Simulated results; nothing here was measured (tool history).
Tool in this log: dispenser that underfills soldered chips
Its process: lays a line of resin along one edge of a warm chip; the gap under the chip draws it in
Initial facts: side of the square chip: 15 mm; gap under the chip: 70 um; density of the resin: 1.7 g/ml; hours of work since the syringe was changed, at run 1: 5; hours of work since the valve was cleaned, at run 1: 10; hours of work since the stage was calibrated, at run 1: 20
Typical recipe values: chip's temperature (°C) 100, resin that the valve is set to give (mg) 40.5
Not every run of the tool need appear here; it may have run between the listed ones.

| run | hour | chip's temperature (°C) | resin that the valve is set to give (mg) | hours of work since the syringe was changed | hours of work since the valve was cleaned | hours of work since the stage was calibrated | time until the resin shows at the far edge (s) | resin that the valve gave (mg) |
|---|---|---|---|---|---|---|---|---|
| 1 | 0 | 100 | 40.5 | 5 | 10 | 20 | 118 | 40.09 |
|  | 2.4 | new syringe of resin |
| 2 | 6.9 | 107 | 40.5 | 3 | 15 | 24 | 75.4 | 40.08 |
| 3 | 11.3 | 109 | 40.5 | 6 | 17 | 27 | 90.6 | 39.99 |
|  | 13.9 | new syringe of resin |
| 4 | 16.3 | 100 | 46 | 2 | 20 | 30 | 80.9 | 45.3 |
|  | 25.1 | new syringe of resin |
| 5 | 25.2 | 100 | 40.5 | 0 | 26 | 35 | 71.9 | 39.37 |
| 6 | 34.1 | 100 | 40.5 | 6 | 31 | 41 | 117.5 | 39.4 |
|  | 36.2 | new syringe of resin |
| 7 | 41.9 | 97 | 40.5 | 4 | 36 | 45 | 106.9 | 39.02 |
|  | 47.4 | new syringe of resin |
| 8 | 50.7 | 111 | 40.5 | 2 | 42 | 51 | 65 | 39.59 |
| 9 | 57.3 | 108 | 40.5 | 6 | 46 | 55 | 101 | 38.93 |
|  | 58.7 | new syringe of resin |
| 10 | 65 | 95 | 40.5 | 4 | 50 | 60 | 118.8 | 38.71 |
|  | 69.7 | new syringe of resin |
| 11 | 72.6 | 95 | 40.5 | 2 | 55 | 64 | 91.8 | 38.79 |
|  | 80.7 | new syringe of resin |
| 12 | 81.5 | 106 | 40.5 | 0 | 60 | 70 | 63.2 | 38.57 |
| 13 | 88.2 | 96 | 40.5 | 5 | 65 | 74 | 121.8 | 38.1 |
|  | 91.6 | new syringe of resin |
|  | 95.6 | dispensing valve cleaned and set on the balance |
| 14 | 98 | 112 | 46.2 | 3 | 1 | 79 | 68 | 45.83 |
|  | 104 | new syringe of resin |
| 15 | 105.9 | 95 | 40.5 | 1 | 6 | 84 | 90.7 | 40.22 |
| 16 | 111.5 | 95 | 40.5 | 5 | 10 | 88 | 122.1 | 40.08 |
|  | 114.9 | new syringe of resin |
| 17 | 117.8 | 113 | 42.9 | 2 | 14 | 91 | 59.5 | 42.63 |
| 18 | 124.3 | 87 | 40.5 | 6 | 18 | 96 | 165.6 | 39.95 |
|  | 125.9 | new syringe of resin |
| 19 | 130.6 | 90 | 50.4 | 3 | 22 | 99 | 122.8 | 49.5 |
|  | 137.1 | new syringe of resin |
| 20 | 139.9 | 90 | 50.4 | 2 | 27 | 105 | 105.5 | 49.22 |
| 21 | 147.3 | 90 | 50.4 | 6 | 32 | 110 | 160.4 | 49.34 |

Alternative continuations, all from the tool just after run 21; predict every row:
|  | 148.2 | new syringe of resin |
| A | 156 | 90 | 52.1 | 5 | 37 | 115 | ? | ? |
|  | 148.2 | new syringe of resin |
| B | 156 | 86 | 50.4 | 5 | 37 | 115 | ? | ? |
|  | 148.2 | new syringe of resin |
| C | 156 | 95 | 52.2 | 5 | 37 | 115 | ? | ? |
|  | 148.2 | new syringe of resin |
| D | 156 | 113 | 49.8 | 5 | 37 | 115 | ? | ? |

| run | time until the resin shows at the far edge (s) | resin that the valve gave (mg) |
|---|---|---|
| A | 141.6 | 50.28 |
| B | 161.2 | 48.62 |
| C | 123.2 | 50.38 |
| D | 77.2 | 48.17 |
Take away the tool's hidden state, keep each run's random variation, and the runs would have read:
| run | time until the resin shows at the far edge (s) | resin that the valve gave (mg) |
|---|---|---|
| A | 91.6 | 51.92 |
| B | 104 | 50.2 |
| C | 79.6 | 52.02 |
| D | 49.8 | 49.74 |
